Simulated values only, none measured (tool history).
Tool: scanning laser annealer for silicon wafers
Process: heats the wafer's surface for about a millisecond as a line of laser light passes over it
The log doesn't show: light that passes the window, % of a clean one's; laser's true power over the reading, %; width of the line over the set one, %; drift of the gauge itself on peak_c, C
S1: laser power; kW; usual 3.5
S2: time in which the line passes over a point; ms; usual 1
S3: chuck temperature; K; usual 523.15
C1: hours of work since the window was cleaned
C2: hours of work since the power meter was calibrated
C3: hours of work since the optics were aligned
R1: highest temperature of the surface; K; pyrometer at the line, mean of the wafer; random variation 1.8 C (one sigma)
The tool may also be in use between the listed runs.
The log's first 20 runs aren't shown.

| run | hour | S1 | S2 | S3 | C1 | C2 | C3 | R1 |
|---|---|---|---|---|---|---|---|---|
| 21 | 159.3 | 2.981 | 0.91 | 523.15 | 71 | 274 | 622 | 1111.15 |
| 22 | 164.3 | 3.214 | 1 | 556.15 | 74 | 276 | 625 | 1215.15 |
| 23 | 173.4 | 3.214 | 1 | 556.15 | 79 | 281 | 630 | 1213.15 |
| 24 | 181.1 | 3.214 | 1 | 556.15 | 83 | 286 | 635 | 1219.15 |
| 25 | 186.8 | 3.5 | 1 | 510.15 | 87 | 289 | 638 | 1228.15 |
| 26 | 194.7 | 3.633 | 0.93 | 537.15 | 91 | 293 | 642 | 1263.15 |
| 27 | 200.4 | 3.169 | 0.93 | 523.15 | 94 | 296 | 645 | 1155.15 |
| 28 | 208.2 | 3.169 | 0.93 | 523.15 | 98 | 301 | 650 | 1154.15 |
| 29 | 217 | 3.5 | 0.73 | 500.15 | 103 | 306 | 654 | 1128.15 |
| 30 | 223.8 | 3.261 | 1.19 | 523.15 | 107 | 309 | 658 | 1246.15 |
| 31 | 230.5 | 3.402 | 1.19 | 549.15 | 111 | 313 | 662 | 1304.15 |
| 32 | 242.5 | 3.055 | 1 | 503.15 | 118 | 320 | 669 | 1128.15 |
| 33 | 250.6 | 3.5 | 0.79 | 523.15 | 122 | 324 | 673 | 1169.15 |
| 34 | 262.4 | 3.438 | 0.96 | 523.15 | 129 | 331 | 680 | 1218.15 |
| 35 | 272.9 | 3.438 | 0.96 | 523.15 | 134 | 337 | 686 | 1217.15 |
| 36 | 278.2 | 3.411 | 0.86 | 532.15 | 137 | 340 | 688 | 1184.15 |
| 37 | 283.6 | 3.56 | 0.86 | 537.15 | 140 | 343 | 691 | 1221.15 |
| 38 | 288.7 | 3.5 | 0.74 | 500.15 | 143 | 345 | 694 | 1126.15 |
| 39 | 295.7 | 3.5 | 0.74 | 500.15 | 147 | 349 | 698 | 1127.15 |
| 40 | 305.2 | 3.5 | 0.91 | 529.15 | 152 | 355 | 703 | 1219.15 |

5 ways to go on from here, each from the tool as it stands after run 40. What would each give?
| A | 311.9 | 3.827 | 0.81 | 537.15 | 156 | 358 | 707 | ? |
| B | 311.9 | 3.347 | 0.85 | 519.15 | 156 | 358 | 707 | ? |
| C | 311.9 | 3.844 | 1.08 | 529.15 | 156 | 358 | 707 | ? |
| D | 311.9 | 3.5 | 0.79 | 532.15 | 156 | 358 | 707 | ? |
| E | 311.9 | 3.5 | 0.73 | 523.15 | 156 | 358 | 707 | ? |

| run | R1 |
|---|---|
| A | 1249.15 |
| B | 1156.15 |
| C | 1349.15 |
| D | 1177.15 |
| E | 1145.15 |
Without the tool's hidden state the same runs would have given:
| run | R1 |
|---|---|
| A | 1258.15 |
| B | 1164.15 |
| C | 1359.15 |
| D | 1185.15 |
| E | 1152.15 |
